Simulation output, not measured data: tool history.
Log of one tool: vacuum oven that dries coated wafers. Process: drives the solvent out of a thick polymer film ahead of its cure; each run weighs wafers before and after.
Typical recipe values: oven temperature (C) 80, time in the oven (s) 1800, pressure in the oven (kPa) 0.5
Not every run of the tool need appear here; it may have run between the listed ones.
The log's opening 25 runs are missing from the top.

run,hour,oven temperature (C),time in the oven (s),pressure in the oven (kPa),hours of work since the thermocouples were calibrated,hours of work since the vacuum gauge was cleaned of residue,solvent left in the film (%)
26,672.9,95,2820,0.304,140,734,0.2
27,690,80,1020,0.5,149,743,10.01
28,707.1,71,2100,1.469,159,753,10.29
29,739.3,81,2100,1.469,176,770,4.76
30,769.5,81,2100,1.469,193,787,4.6
31,793.8,67,3000,0.381,206,800,9.85
32,824.6,67,3000,0.381,223,817,9.88
33,839.3,67,3000,0.561,231,825,9.97
34,868,85,1800,0.487,247,841,3.47
35,883.5,74,2400,0.35,255,849,7.36
36,903.2,70,2760,0.446,266,860,8.86
37,923.3,70,2760,0.446,277,871,8.64
38,944.8,70,2760,0.446,289,882,8.78
39,959.4,70,2760,0.446,297,890,8.74
40,980.8,92,2820,0.266,308,902,0.33
41,1004.1,92,2820,0.266,321,915,0.29

Run 42 has not been measured yet. What should we expect?
42,1018.9,72,1620,0.856,329,923,?

{"run 42": {"solvent left in the film (%)": 11.46}}
With no hidden state in the tool, this same run would have given solvent left in the film (%) 11.2.
